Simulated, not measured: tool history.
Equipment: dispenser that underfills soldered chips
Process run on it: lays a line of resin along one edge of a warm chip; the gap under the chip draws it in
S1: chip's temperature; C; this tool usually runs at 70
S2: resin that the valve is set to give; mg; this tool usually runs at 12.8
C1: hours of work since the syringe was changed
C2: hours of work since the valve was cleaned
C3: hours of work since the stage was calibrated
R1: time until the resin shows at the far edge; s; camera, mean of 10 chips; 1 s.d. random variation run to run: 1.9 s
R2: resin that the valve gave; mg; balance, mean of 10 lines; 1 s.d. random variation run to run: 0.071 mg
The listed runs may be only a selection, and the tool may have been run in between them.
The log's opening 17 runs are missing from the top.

run	day	S1	S2	C1	C2	C3	R1	R2
# day 4.417: dispensing valve cleaned and set on the balance
18	4.508	79	12.8	6	1	166	172.9	12.79
19	4.679	69	15.4	8	4	169	314.2	15.38
# day 4.729: new syringe of resin
20	5.025	69	15.4	4	9	174	251.2	15.35
# day 5.333: new syringe of resin
21	5.367	69	16.5	0	14	179	194.1	16.32
22	5.512	80	15.1	3	16	181	133.5	14.89
23	5.858	80	15.1	8	22	186	186.7	14.81
# day 5.95: new syringe of resin
24	6.042	80	15.1	1	24	189	118.7	14.77
25	6.2	80	15.1	4	27	191	139.3	14.7
26	6.358	67	11.4	6	29	194	325.1	11.1
# day 6.55: new syringe of resin
27	6.692	78	15.9	2	34	199	137.8	15.52
28	6.929	72	12.8	6	38	202	237.8	12.36
29	7.079	59	12.3	8	40	205	537	11.89
# day 7.158: new syringe of resin
30	7.433	70	13.5	4	45	210	236.5	12.9
# day 7.562: dispensing valve cleaned and set on the balance
31	7.675	70	13.5	7	2	213	278.4	13.59
# day 7.808: new syringe of resin
32	7.892	70	13.5	1	5	216	193.1	13.33
33	8.171	70	12.3	6	9	220	255.4	12.21
# day 8.421: new syringe of resin
34	8.446	70	12.3	0	13	224	183.8	12.16
35	8.612	70	12.3	3	16	227	217.9	12.04

Here are 5 independent what-if runs from the current tool condition. What would each one return?
A	8.925	74	14.7	8	20	232	?	?
B	8.925	64	12.8	8	20	232	?	?
C	8.925	59	16.4	8	20	232	?	?
D	8.925	57	14.6	8	20	232	?	?
E	8.925	63	13.5	8	20	232	?	?

run	R1	R2
A	238.1	14.46
B	389.4	12.66
C	500.9	16.07
D	559.5	14.39
E	419.9	13.25
Had the tool no hidden state, the same runs would have come out as:
run	R1	R2
A	154.2	14.77
B	252.3	12.93
C	325.7	16.42
D	363.9	14.7
E	272.4	13.54
